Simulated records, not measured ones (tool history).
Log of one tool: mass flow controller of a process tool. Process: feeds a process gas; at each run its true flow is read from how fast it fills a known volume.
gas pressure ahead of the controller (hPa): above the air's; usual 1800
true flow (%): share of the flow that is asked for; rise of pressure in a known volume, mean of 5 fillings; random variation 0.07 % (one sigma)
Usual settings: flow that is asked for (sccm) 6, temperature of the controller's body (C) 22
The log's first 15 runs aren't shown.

run	hour	flow that is asked for (sccm)	gas pressure ahead of the controller (hPa)	temperature of the controller's body (C)	hours of work since the controller was set to zero	hours of work since the controller was changed	true flow (%)
16	2427.3	6	1900	22	1343	9027	96.77
# hour 2582.2: controller exchanged for a calibrated one
17	2680.3	6	1900	22	78	78	98.81
18	2786.7	6	1800	22	163	163	98.67
19	2906.8	5	2020	35	259	259	97.18
20	3059.5	19	1920	26	380	380	99.34
21	3248.6	8	2570	22	531	531	98.97
22	3416.5	8	2570	22	664	664	98.97
23	3610.6	4	1510	39	819	819	95.71
24	3813.0	4	1510	39	980	980	95.70
25	3923.8	7	1800	22	1068	1068	98.20
26	4119.6	7	1800	22	1224	1224	98.18
27	4285.9	7	1800	34	1357	1357	96.65
28	4505.6	6	1560	22	1532	1532	97.70
29	4696.1	7	1770	22	1684	1684	97.87
30	4897.8	4	2690	34	1844	1844	96.09
31	5043.9	15	1560	22	1961	1961	98.63
32	5169.5	15	1560	22	2061	2061	98.67
33	5354.8	15	1560	22	2208	2208	98.62
34	5493.0	3	1410	22	2318	2318	95.82
35	5648.4	3	1410	22	2442	2442	95.65

Forecast each of these 3 alternatives for the next run:
A	5797.9	20	2230	21	2561	2561	?
B	5797.9	5	1410	22	2561	2561	?
C	5797.9	13	2530	25	2561	2561	?

run	true flow (%)
A	99.40
B	96.60
C	98.46
Without the tool's hidden state the same runs would have given:
run	true flow (%)
A	100.50
B	98.72
C	99.74

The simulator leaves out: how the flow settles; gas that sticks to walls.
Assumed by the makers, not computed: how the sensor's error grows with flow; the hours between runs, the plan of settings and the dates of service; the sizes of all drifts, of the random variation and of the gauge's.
